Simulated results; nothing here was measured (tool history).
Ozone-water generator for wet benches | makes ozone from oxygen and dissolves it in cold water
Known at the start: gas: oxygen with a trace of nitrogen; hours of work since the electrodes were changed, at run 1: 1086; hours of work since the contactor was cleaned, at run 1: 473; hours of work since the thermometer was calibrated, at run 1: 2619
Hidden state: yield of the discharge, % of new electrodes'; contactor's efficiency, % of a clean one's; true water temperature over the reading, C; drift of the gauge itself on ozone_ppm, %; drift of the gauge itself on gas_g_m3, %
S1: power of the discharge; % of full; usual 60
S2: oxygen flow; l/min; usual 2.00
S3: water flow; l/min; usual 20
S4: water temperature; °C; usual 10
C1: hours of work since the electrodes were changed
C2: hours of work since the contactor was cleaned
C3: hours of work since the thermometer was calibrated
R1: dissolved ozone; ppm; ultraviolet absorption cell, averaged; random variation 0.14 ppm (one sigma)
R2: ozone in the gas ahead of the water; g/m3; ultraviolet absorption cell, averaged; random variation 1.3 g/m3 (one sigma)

run,day,S1,S2,S3,S4,C1,C2,C3,R1,R2
1,0.000,60,2.00,20,10,1086,473,2619,14.9,235.9
2,0.571,60,2.00,18,10,1100,487,2632,16.3,235.9
3,1.754,60,2.00,18,10,1128,515,2661,16.6,236.2
4,2.325,45,2.00,18,10,1142,529,2674,13.5,192.8
5,3.162,45,2.00,18,10,1162,549,2695,13.5,193.3
6,3.917,45,2.00,18,10,1180,567,2713,13.5,193.8
7,4.471,45,2.00,18,10,1193,580,2726,13.3,192.1
8,5.721,45,2.00,18,10,1223,610,2756,13.4,191.3
9,6.900,45,2.00,18,10,1251,639,2784,13.5,192.2
10,7.608,86,2.06,21,16,1268,656,2801,17.3,289.6
11,8.812,86,1.83,21,9,1297,684,2830,17.0,306.2
12,9.800,62,1.34,20,10,1321,708,2853,12.9,282.1
13,10.929,50,2.00,14,15,1348,735,2881,17.2,207.6
14,11.958,50,2.00,14,15,1372,760,2905,17.3,205.9
15,12.517,94,1.45,23,8,1386,773,2919,15.0,360.1

3 ways to go on from here, each from the tool as it stands after run 15. What would each give?
A,13.388,88,1.45,23,6,1407,794,2939,?,?
B,13.388,60,1.12,26,6,1407,794,2939,?,?
C,13.388,94,1.45,31,8,1407,794,2939,?,?

run,R1,R2
A,14.5,346.8
B,9.1,301.4
C,10.8,361.9
Without the tool's hidden state the same runs would have given:
run,R1,R2
A,15.7,370.3
B,9.7,317.2
C,11.8,387.5
